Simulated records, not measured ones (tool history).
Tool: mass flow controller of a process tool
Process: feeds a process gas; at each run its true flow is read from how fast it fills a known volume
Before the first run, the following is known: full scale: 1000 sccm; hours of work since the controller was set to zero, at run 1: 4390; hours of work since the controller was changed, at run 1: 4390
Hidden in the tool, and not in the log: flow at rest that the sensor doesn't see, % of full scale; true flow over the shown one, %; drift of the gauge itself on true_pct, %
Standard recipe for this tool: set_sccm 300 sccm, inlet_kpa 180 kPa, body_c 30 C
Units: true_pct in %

run,hour,set_sccm,inlet_kpa,body_c,hours of work since the controller was set to zero,hours of work since the controller was changed,true_pct
1,0.0,300,180,30,4390,4390,97.21
2,146.0,300,180,30,4472,4472,97.24
3,329.3,300,260,30,4576,4576,97.92
4,439.7,300,154,30,4638,4638,97.31
5,539.4,300,154,30,4694,4694,97.27
6,701.8,300,154,30,4786,4786,97.42
7,855.3,300,154,30,4873,4873,97.42
8,956.2,300,154,30,4929,4929,97.54
9,1146.1,300,180,30,5037,5037,97.86
10,1324.4,300,180,30,5137,5137,97.95
11,1503.4,313,180,30,5238,5238,98.09
12,1723.8,313,180,30,5363,5363,98.22
13,1832.5,313,180,30,5424,5424,98.27
14,2011.7,300,193,30,5525,5525,98.41
15,2165.1,300,193,30,5612,5612,98.65
16,2348.9,256,193,30,5715,5715,98.40
17,2552.5,652,193,30,5830,5830,100.08
18,2714.4,300,255,30,5921,5921,99.27
19,2934.2,689,180,30,6045,6045,100.13
20,3051.2,689,180,30,6111,6111,100.17
21,3143.9,689,180,30,6164,6164,100.34
22,3264.6,689,180,23,6232,6232,100.74
23,3471.4,689,180,23,6349,6349,100.77
# hour 3515.0: gauge calibrated
24,3637.4,689,180,23,6442,6442,98.88
25,3797.8,689,180,23,6533,6533,99.17
26,3968.4,689,152,27,6629,6629,98.77
27,4078.2,689,152,27,6691,6691,98.77
28,4270.5,689,152,27,6799,6799,98.91
29,4370.7,300,198,28,6856,6856,97.86
30,4522.0,502,197,30,6941,6941,98.66
31,4653.9,718,271,39,7016,7016,99.62
32,4813.0,718,271,39,7106,7106,99.66
# hour 4859.2: controller's zero set anew
33,4969.1,361,260,39,62,7193,98.41
34,5134.5,300,252,30,155,7287,98.57
35,5269.0,714,253,31,231,7363,100.09
36,5404.1,537,165,26,307,7439,99.17
37,5618.8,537,165,26,429,7560,99.40
38,5752.3,149,208,28,504,7635,98.25
39,5918.7,300,180,32,598,7729,98.55
40,6039.8,477,261,30,666,7797,99.83
41,6202.2,322,156,27,758,7889,98.73
42,6352.2,322,156,23,842,7974,99.01
43,6560.1,527,218,29,960,8091,99.91
44,6694.3,527,218,29,1035,8167,100.22
45,6886.2,300,142,30,1144,8275,98.77
46,7047.1,300,142,22,1234,8366,99.40
47,7234.4,300,142,22,1340,8471,99.28
48,7406.1,327,183,22,1437,8568,99.83
49,7562.9,704,180,38,1525,8657,100.60

3 options for the next run, each taken on its own from the tool as it stands now. Forecast them:
A,7774.5,300,180,20,1645,8776,?
B,7774.5,344,180,33,1645,8776,?
C,7774.5,704,186,38,1645,8776,?

run,true_pct
A,99.96
B,99.73
C,100.70
What these runs would have given with no unlogged condition in the tool:
run,true_pct
A,97.57
B,97.35
C,98.29

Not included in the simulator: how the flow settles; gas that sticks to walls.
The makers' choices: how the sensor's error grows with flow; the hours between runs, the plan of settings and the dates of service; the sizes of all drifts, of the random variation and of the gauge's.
